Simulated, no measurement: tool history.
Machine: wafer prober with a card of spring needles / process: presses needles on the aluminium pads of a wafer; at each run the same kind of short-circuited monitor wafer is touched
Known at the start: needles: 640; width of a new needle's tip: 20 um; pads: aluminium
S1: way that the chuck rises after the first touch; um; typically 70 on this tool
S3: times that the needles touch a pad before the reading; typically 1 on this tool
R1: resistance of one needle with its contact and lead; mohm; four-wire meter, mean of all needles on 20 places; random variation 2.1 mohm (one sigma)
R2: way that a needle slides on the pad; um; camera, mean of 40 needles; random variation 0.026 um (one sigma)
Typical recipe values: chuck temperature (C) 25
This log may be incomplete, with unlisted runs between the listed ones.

{"run": 1, "day": 0.0, "S1": 70, "chuck temperature (C)": 25, "S3": 1, "R1": 262, "R2": 10.44}
{"day": 0.667, "done": "tips cleaned on abrasive film"}
{"run": 2, "day": 1.221, "S1": 70, "chuck temperature (C)": 25, "S3": 1, "R1": 275, "R2": 10.42}
{"day": 1.588, "done": "tips cleaned on abrasive film"}
{"run": 3, "day": 2.433, "S1": 70, "chuck temperature (C)": 25, "S3": 1, "R1": 281, "R2": 10.4}
{"day": 2.533, "done": "tips cleaned on abrasive film"}
{"day": 3.496, "done": "tips cleaned on abrasive film"}
{"run": 4, "day": 3.979, "S1": 70, "chuck temperature (C)": 25, "S3": 2, "R1": 255, "R2": 10.48}
{"day": 4.417, "done": "tips cleaned on abrasive film"}
{"run": 5, "day": 5.1, "S1": 61, "chuck temperature (C)": 25, "S3": 2, "R1": 272, "R2": 9.04}
{"day": 5.342, "done": "tips cleaned on abrasive film"}
{"day": 6.267, "done": "tips cleaned on abrasive film"}
{"run": 6, "day": 6.267, "S1": 70, "chuck temperature (C)": 25, "S3": 1, "R1": 232, "R2": 10.4}
{"run": 7, "day": 7.158, "S1": 70, "chuck temperature (C)": 48, "S3": 1, "R1": 290, "R2": 10.43}
{"day": 7.3, "done": "tips cleaned on abrasive film"}
{"day": 7.312, "done": "height of the first contact set anew"}
{"run": 8, "day": 8.038, "S1": 52, "chuck temperature (C)": 48, "S3": 1, "R1": 337, "R2": 7.65}
{"day": 8.254, "done": "tips cleaned on abrasive film"}
{"day": 9.25, "done": "tips cleaned on abrasive film"}
{"run": 9, "day": 9.454, "S1": 70, "chuck temperature (C)": 30, "S3": 1, "R1": 260, "R2": 10.32}
{"run": 10, "day": 10.129, "S1": 70, "chuck temperature (C)": 30, "S3": 1, "R1": 286, "R2": 10.33}
{"day": 10.212, "done": "tips cleaned on abrasive film"}
{"run": 11, "day": 10.804, "S1": 70, "chuck temperature (C)": 30, "S3": 1, "R1": 280, "R2": 10.28}
{"day": 11.15, "done": "tips cleaned on abrasive film"}
{"run": 12, "day": 11.867, "S1": 86, "chuck temperature (C)": 25, "S3": 1, "R1": 262, "R2": 12.68}
{"day": 12.083, "done": "tips cleaned on abrasive film"}
{"run": 13, "day": 12.767, "S1": 86, "chuck temperature (C)": 25, "S3": 1, "R1": 263, "R2": 12.68}
{"day": 13.108, "done": "tips cleaned on abrasive film"}
{"run": 14, "day": 13.879, "S1": 70, "chuck temperature (C)": 30, "S3": 1, "R1": 285, "R2": 10.25}
{"day": 14.142, "done": "height of the first contact set anew, once more"}
{"day": 14.146, "done": "tips cleaned on abrasive film"}
{"run": 15, "day": 14.979, "S1": 87, "chuck temperature (C)": 80, "S3": 2, "R1": 261, "R2": 13.08}
{"day": 15.079, "done": "tips cleaned on abrasive film"}
{"day": 16.042, "done": "tips cleaned on abrasive film"}
{"run": 16, "day": 16.288, "S1": 74, "chuck temperature (C)": 82, "S3": 2, "R1": 260, "R2": 11.09}
{"day": 17.046, "done": "tips cleaned on abrasive film"}
{"run": 17, "day": 17.167, "S1": 74, "chuck temperature (C)": 82, "S3": 2, "R1": 252, "R2": 11.09}
{"day": 17.975, "done": "tips cleaned on abrasive film"}
{"run": 18, "day": 18.196, "S1": 55, "chuck temperature (C)": 32, "S3": 1, "R1": 288, "R2": 8.26}
{"day": 18.988, "done": "tips cleaned on abrasive film"}
{"run": 19, "day": 19.367, "S1": 55, "chuck temperature (C)": 32, "S3": 1, "R1": 294, "R2": 8.21}
{"day": 19.983, "done": "tips cleaned on abrasive film"}
{"run": 20, "day": 20.767, "S1": 55, "chuck temperature (C)": 113, "S3": 2, "R1": 305, "R2": 8.2}
{"day": 20.958, "done": "tips cleaned on abrasive film"}
{"run": 21, "day": 21.775, "S1": 55, "chuck temperature (C)": 27, "S3": 2, "R1": 288, "R2": 8.18}
{"day": 21.979, "done": "tips cleaned on abrasive film"}
{"day": 22.917, "done": "tips cleaned on abrasive film"}
{"run": 22, "day": 23.017, "S1": 82, "chuck temperature (C)": 27, "S3": 2, "R1": 233, "R2": 12.15}
{"day": 23.892, "done": "tips cleaned on abrasive film"}
{"run": 23, "day": 24.083, "S1": 82, "chuck temperature (C)": 27, "S3": 2, "R1": 236, "R2": 12.21}
{"day": 24.821, "done": "tips cleaned on abrasive film"}
{"run": 24, "day": 24.879, "S1": 70, "chuck temperature (C)": 39, "S3": 2, "R1": 241, "R2": 10.41}
{"day": 25.779, "done": "tips cleaned on abrasive film"}
{"run": 25, "day": 26.125, "S1": 70, "chuck temperature (C)": 70, "S3": 2, "R1": 261, "R2": 10.46}
{"day": 26.783, "done": "tips cleaned on abrasive film"}
{"run": 26, "day": 27.042, "S1": 70, "chuck temperature (C)": 70, "S3": 2, "R1": 264, "R2": 10.36}

For some of the steps in R1 from one run to the next: how much would appear even if the tool had no hidden state, given the settings, what came in and random variation, and how much remains for the hidden state plus any gauge scatter that the measured result and the result without hidden state don't share?
Unlogged tool condition in this case: debris on the tips, nm; way that the needles fall short of the set height, um; tips' diameter, um; drift of the gauge itself on contact_mohm, %; drift of the gauge itself on scrub_um, %.
Run 6 -> 7: chuck temperature (C) 25 -> 48. R1 +58 mohm: hidden state +53, all else +5.
Run 8 -> 9: S1 52 -> 70, chuck temperature (C) 48 -> 30, tips cleaned on abrasive film, tips cleaned on abrasive film. R1 -77 mohm: hidden state -64, all else -13.
